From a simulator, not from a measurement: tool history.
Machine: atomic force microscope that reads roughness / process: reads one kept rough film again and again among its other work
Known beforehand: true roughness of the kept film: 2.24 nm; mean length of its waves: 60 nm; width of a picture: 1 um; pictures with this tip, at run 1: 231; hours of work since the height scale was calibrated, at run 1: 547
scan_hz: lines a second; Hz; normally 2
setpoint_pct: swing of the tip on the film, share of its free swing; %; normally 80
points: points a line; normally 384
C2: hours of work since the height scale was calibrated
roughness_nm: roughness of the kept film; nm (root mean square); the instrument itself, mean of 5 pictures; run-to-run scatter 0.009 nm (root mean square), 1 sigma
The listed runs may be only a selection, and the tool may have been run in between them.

Run 1, hour 0: usual settings; pictures with this tip 231; C2 547. Result: roughness_nm 1.987 nm (root mean square).
Run 2, hour 56.2: usual settings; pictures with this tip 304; C2 571. Result: roughness_nm 1.974 nm (root mean square).
At hour 61.3: new tip fitted.
Run 3, hour 126.1: usual settings but scan_hz 1.43 Hz; pictures with this tip 84; C2 600. Result: roughness_nm 2.051 nm (root mean square).
Run 4, hour 167.9: usual settings but scan_hz 1.43 Hz; pictures with this tip 138; C2 617. Result: roughness_nm 2.04 nm (root mean square).
Run 5, hour 213.3: usual settings; pictures with this tip 197; C2 636. Result: roughness_nm 1.983 nm (root mean square).
Run 6, hour 268.6: usual settings but points 557; pictures with this tip 268; C2 659. Result: roughness_nm 1.984 nm (root mean square).
At hour 303.7: new tip fitted.
Run 7, hour 331.8: usual settings but scan_hz 2.09 Hz; pictures with this tip 37; C2 686. Result: roughness_nm 1.992 nm (root mean square).
Run 8, hour 405: usual settings; pictures with this tip 132; C2 716. Result: roughness_nm 1.991 nm (root mean square).
Run 9, hour 453.9: usual settings; pictures with this tip 195; C2 737. Result: roughness_nm 1.988 nm (root mean square).
Run 10, hour 528.3: usual settings but setpoint_pct 76 %, points 467; pictures with this tip 291; C2 768. Result: roughness_nm 1.998 nm (root mean square).
At hour 542.2: new tip fitted.
Run 11, hour 585.2: usual settings but scan_hz 2.66 Hz, setpoint_pct 83 %, points 557; pictures with this tip 55; C2 791. Result: roughness_nm 1.916 nm (root mean square).
Run 12, hour 671.1: usual settings but scan_hz 2.66 Hz, setpoint_pct 83 %, points 557; pictures with this tip 167; C2 827. Result: roughness_nm 1.912 nm (root mean square).
Run 13, hour 752.6: usual settings but scan_hz 1.83 Hz, setpoint_pct 83 %, points 996; pictures with this tip 273; C2 862. Result: roughness_nm 1.969 nm (root mean square).
At hour 784.3: new tip fitted.
Run 14, hour 821.1: usual settings but scan_hz 1.31 Hz, setpoint_pct 83 %, points 298; pictures with this tip 48; C2 890. Result: roughness_nm 2.056 nm (root mean square).
Run 15, hour 876.4: usual settings but scan_hz 1.31 Hz, setpoint_pct 83 %, points 298; pictures with this tip 119; C2 913. Result: roughness_nm 2.02 nm (root mean square).
Run 16, hour 946.3: usual settings but scan_hz 3.44 Hz, setpoint_pct 83 %, points 619; pictures with this tip 210; C2 942. Result: roughness_nm 1.822 nm (root mean square).

Entry by entry between the runs, the difference in hidden state between the last listed run before and the first listed run after:
In the gap between runs 2 and 3: new tip fitted (hour 61.3)
  radius of the tip, nm: 13.2 -> 7.5; height scale over the true one, %: -0.2 -> -0.22
  difference, measured minus the result without the unlogged condition, roughness_nm: -0.043 -> -0.017 nm (root mean square)
In the gap between runs 6 and 7: new tip fitted (hour 303.7)
  radius of the tip, nm: 12.5 -> 6.4; height scale over the true one, %: -0.26 -> -0.28
  difference, measured minus the result without the unlogged condition, roughness_nm: -0.042 -> -0.013 nm (root mean square)
In the gap between runs 10 and 11: new tip fitted (hour 542.2)
  radius of the tip, nm: 13.3 -> 6.7; height scale over the true one, %: -0.34 -> -0.36
  difference, measured minus the result without the unlogged condition, roughness_nm: -0.047 -> -0.015 nm (root mean square)
In the gap between runs 13 and 14: new tip fitted (hour 784.3)
  radius of the tip, nm: 12.5 -> 6.5; height scale over the true one, %: -0.41 -> -0.43
  difference, measured minus the result without the unlogged condition, roughness_nm: -0.044 -> -0.016 nm (root mean square)
